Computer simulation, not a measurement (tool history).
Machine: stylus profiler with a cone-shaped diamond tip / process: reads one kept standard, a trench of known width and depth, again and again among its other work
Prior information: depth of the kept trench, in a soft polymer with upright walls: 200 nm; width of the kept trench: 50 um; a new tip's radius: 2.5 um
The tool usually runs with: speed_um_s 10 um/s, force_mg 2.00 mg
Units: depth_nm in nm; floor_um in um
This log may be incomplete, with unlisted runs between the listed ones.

| run | hour | speed_um_s | force_mg | depth_nm | floor_um |
|---|---|---|---|---|---|
| 1 | 0.0 | 10 | 2.00 | 201.89 | 47.60 |
| 2 | 16.7 | 27 | 2.00 | 201.86 | 47.51 |
| 3 | 36.6 | 27 | 2.00 | 201.99 | 47.45 |
| 4 | 61.7 | 27 | 2.00 | 202.02 | 47.50 |
| 5 | 85.7 | 27 | 2.00 | 201.92 | 47.45 |
| 6 | 103.7 | 27 | 2.00 | 202.08 | 47.50 |
| 7 | 119.6 | 12 | 2.00 | 201.91 | 47.49 |
| 8 | 144.5 | 33 | 2.00 | 201.96 | 47.42 |
| 9 | 159.3 | 33 | 2.00 | 201.91 | 47.39 |
| 10 | 181.3 | 33 | 2.00 | 201.97 | 47.42 |
| 11 | 191.9 | 10 | 1.09 | 201.51 | 47.51 |
| 12 | 206.9 | 10 | 1.09 | 201.60 | 47.43 |
| 13 | 227.5 | 10 | 1.09 | 201.54 | 47.48 |
| 14 | 249.5 | 10 | 1.09 | 201.62 | 47.42 |
|  | 252.2 | height scale calibrated on a step standard |
| 15 | 270.0 | 10 | 1.09 | 202.03 | 47.39 |
| 16 | 290.5 | 10 | 2.29 | 202.49 | 47.45 |
| 17 | 307.2 | 37 | 2.00 | 202.33 | 47.31 |
| 18 | 328.8 | 10 | 2.00 | 202.58 | 47.43 |
| 19 | 349.0 | 10 | 2.00 | 202.54 | 47.41 |
| 20 | 369.9 | 10 | 2.00 | 202.54 | 47.41 |
| 21 | 394.9 | 10 | 3.87 | 203.27 | 47.34 |
|  | 402.6 | height scale calibrated on a step standard, once more |
| 22 | 416.6 | 10 | 3.87 | 202.25 | 47.39 |
| 23 | 427.2 | 10 | 3.87 | 202.38 | 47.35 |
| 24 | 442.0 | 34 | 0.74 | 200.88 | 47.22 |
| 25 | 464.2 | 34 | 0.74 | 200.84 | 47.25 |
| 26 | 486.1 | 34 | 0.74 | 200.90 | 47.15 |
| 27 | 504.0 | 34 | 0.74 | 200.86 | 47.20 |
| 28 | 521.2 | 18 | 0.84 | 201.03 | 47.26 |
| 29 | 537.2 | 27 | 0.69 | 200.88 | 47.22 |
| 30 | 554.5 | 6 | 0.80 | 200.82 | 47.35 |
| 31 | 571.8 | 26 | 0.80 | 201.00 | 47.20 |
| 32 | 597.0 | 15 | 4.49 | 202.73 | 47.28 |
| 33 | 613.8 | 20 | 0.80 | 201.01 | 47.27 |
| 34 | 632.5 | 20 | 0.80 | 200.99 | 47.19 |
| 35 | 643.7 | 20 | 0.80 | 200.98 | 47.24 |
| 36 | 665.7 | 17 | 0.84 | 201.02 | 47.24 |
| 37 | 689.4 | 9 | 0.68 | 200.93 | 47.28 |
| 38 | 707.8 | 10 | 1.39 | 201.33 | 47.28 |
| 39 | 730.5 | 10 | 2.50 | 201.89 | 47.29 |
| 40 | 750.1 | 3 | 1.86 | 201.52 | 47.26 |
| 41 | 771.0 | 4 | 0.79 | 201.02 | 47.26 |
| 42 | 781.4 | 4 | 5.13 | 202.96 | 47.26 |
| 43 | 798.8 | 9 | 3.88 | 202.57 | 47.28 |
| 44 | 818.3 | 4 | 4.78 | 202.77 | 47.27 |
| 45 | 835.8 | 10 | 1.56 | 201.53 | 47.22 |
| 46 | 847.7 | 3 | 2.00 | 201.74 | 47.29 |

For each run, the measured value with the value that run would have given without the tool's hidden condition subtracted. The run-to-run variation is shared by both, the gauge scatter possibly not:
The hidden state here: radius of the tip, um; height scale over the true one, %; drift of the gauge itself on depth_nm, %; drift of the gauge itself on floor_um, %.
| run | depth_nm | floor_um |
|---|---|---|
| 1 | +0.54 | -0.45 |
| 2 | +0.55 | -0.45 |
| 3 | +0.55 | -0.46 |
| 4 | +0.57 | -0.47 |
| 5 | +0.58 | -0.49 |
| 6 | +0.59 | -0.49 |
| 7 | +0.59 | -0.50 |
| 8 | +0.60 | -0.51 |
| 9 | +0.61 | -0.52 |
| 10 | +0.62 | -0.53 |
| 11 | +0.62 | -0.53 |
| 12 | +0.63 | -0.53 |
| 13 | +0.63 | -0.54 |
| 14 | +0.65 | -0.55 |
| 15 | +1.05 | -0.56 |
| 16 | +1.06 | -0.57 |
| 17 | +1.07 | -0.57 |
| 18 | +1.08 | -0.58 |
| 19 | +1.09 | -0.59 |
| 20 | +1.10 | -0.59 |
| 21 | +1.11 | -0.61 |
| 22 | +0.11 | -0.62 |
| 23 | +0.11 | -0.62 |
| 24 | +0.12 | -0.63 |
| 25 | +0.13 | -0.64 |
| 26 | +0.13 | -0.65 |
| 27 | +0.15 | -0.65 |
| 28 | +0.15 | -0.65 |
| 29 | +0.16 | -0.66 |
| 30 | +0.16 | -0.66 |
| 31 | +0.17 | -0.67 |
| 32 | +0.18 | -0.69 |
| 33 | +0.19 | -0.68 |
| 34 | +0.20 | -0.70 |
| 35 | +0.20 | -0.70 |
| 36 | +0.21 | -0.71 |
| 37 | +0.23 | -0.72 |
| 38 | +0.23 | -0.72 |
| 39 | +0.24 | -0.73 |
| 40 | +0.25 | -0.74 |
| 41 | +0.26 | -0.74 |
| 42 | +0.26 | -0.75 |
| 43 | +0.27 | -0.76 |
| 44 | +0.28 | -0.76 |
| 45 | +0.28 | -0.77 |
| 46 | +0.28 | -0.77 |
